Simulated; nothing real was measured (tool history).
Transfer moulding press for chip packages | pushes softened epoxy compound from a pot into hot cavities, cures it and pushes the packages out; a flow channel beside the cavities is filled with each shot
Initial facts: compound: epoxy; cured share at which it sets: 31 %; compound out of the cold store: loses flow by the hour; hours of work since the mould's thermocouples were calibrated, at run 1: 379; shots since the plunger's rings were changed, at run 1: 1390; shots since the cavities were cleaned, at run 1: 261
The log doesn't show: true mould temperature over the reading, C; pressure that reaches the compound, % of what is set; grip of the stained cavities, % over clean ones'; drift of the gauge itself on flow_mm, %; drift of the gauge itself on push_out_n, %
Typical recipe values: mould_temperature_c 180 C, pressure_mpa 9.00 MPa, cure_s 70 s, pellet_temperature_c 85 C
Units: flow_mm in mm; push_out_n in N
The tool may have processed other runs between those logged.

run,day,mould_temperature_c,pressure_mpa,cure_s,pellet_temperature_c,hours of work since the mould's thermocouples were calibrated,shots since the plunger's rings were changed,shots since the cavities were cleaned,incoming compound's hours out of the cold store,flow_mm,push_out_n
1,0.000,180,9.00,70,85,379,1390,261,32.9,650,675
2,0.638,180,9.00,70,76,390,1612,483,43.2,615,761
3,0.958,180,9.00,70,76,395,1722,593,16.9,706,855
# day 1.175: cavities cleaned with cleaning compound and waxed
4,1.367,180,9.00,70,76,400,1843,67,34.9,641,586
5,1.992,180,8.96,70,85,410,2060,284,22.5,682,723
6,2.254,180,8.96,54,85,414,2151,375,30.1,653,1278
7,2.804,180,8.96,54,95,423,2342,566,30.2,652,1314
# day 3.121: cavities cleaned with cleaning compound and waxed
8,3.358,182,8.96,54,95,431,2514,84,41.5,607,850
9,3.838,182,8.96,54,95,438,2680,250,23.8,667,1074
10,4.296,182,8.96,54,95,446,2840,410,19.4,681,1222
11,4.938,180,9.00,70,85,456,3062,632,23.7,673,835
# day 5.054: cavities cleaned with cleaning compound and waxed
12,5.612,176,9.00,70,85,466,3275,194,22.0,688,846
13,6.000,180,9.00,70,79,472,3410,329,12.1,717,803
14,6.433,180,9.00,70,79,479,3560,479,19.3,687,811
# day 6.854: plunger's sealing rings changed
# day 7.079: cavities cleaned with cleaning compound and waxed
15,7.242,180,8.51,109,85,489,113,55,31.8,641,470
16,7.508,180,7.76,54,85,493,206,148,41.2,582,1122
17,7.850,180,10.60,70,85,498,325,267,25.0,741,708
18,8.429,180,9.00,83,85,508,526,468,27.8,675,643
19,8.704,180,9.00,73,85,512,623,565,42.3,620,738
# day 9.038: cavities cleaned with cleaning compound and waxed
20,9.233,180,9.00,73,85,519,784,68,47.1,605,544
21,9.654,180,9.00,73,85,526,930,214,36.6,635,638
# day 10.208: mould's thermocouples calibrated
22,10.246,180,9.00,73,85,1,1108,392,20.8,692,700
23,10.629,177,9.40,67,85,7,1240,524,33.2,670,967
24,10.929,177,9.00,70,86,11,1345,629,36.8,640,878
# day 11.046: cavities cleaned with cleaning compound and waxed
25,11.367,177,9.00,51,86,17,1475,112,44.2,616,1373
26,11.692,180,9.00,64,94,23,1588,225,8.9,736,845
27,11.979,180,9.00,69,76,27,1688,325,33.8,644,761
28,12.621,180,9.00,69,76,37,1911,548,46.5,600,792

Below are 3 alternative next runs, each starting from the tool's condition after run 28. Predict each:
# day 12.971: cavities cleaned with cleaning compound and waxed
A,13.275,180,8.19,74,87,47,2116,106,35.1,?,?
# day 12.971: cavities cleaned with cleaning compound and waxed
B,13.275,180,9.00,70,91,47,2116,106,34.1,?,?
# day 12.971: cavities cleaned with cleaning compound and waxed
C,13.275,183,7.08,107,76,47,2116,106,37.3,?,?

run,flow_mm,push_out_n
A,608,551
B,637,571
C,553,467
The same runs, with their run-to-run variation unchanged, on a tool lacking any hidden condition would have given:
run,flow_mm,push_out_n
A,622,485
B,652,503
C,566,408

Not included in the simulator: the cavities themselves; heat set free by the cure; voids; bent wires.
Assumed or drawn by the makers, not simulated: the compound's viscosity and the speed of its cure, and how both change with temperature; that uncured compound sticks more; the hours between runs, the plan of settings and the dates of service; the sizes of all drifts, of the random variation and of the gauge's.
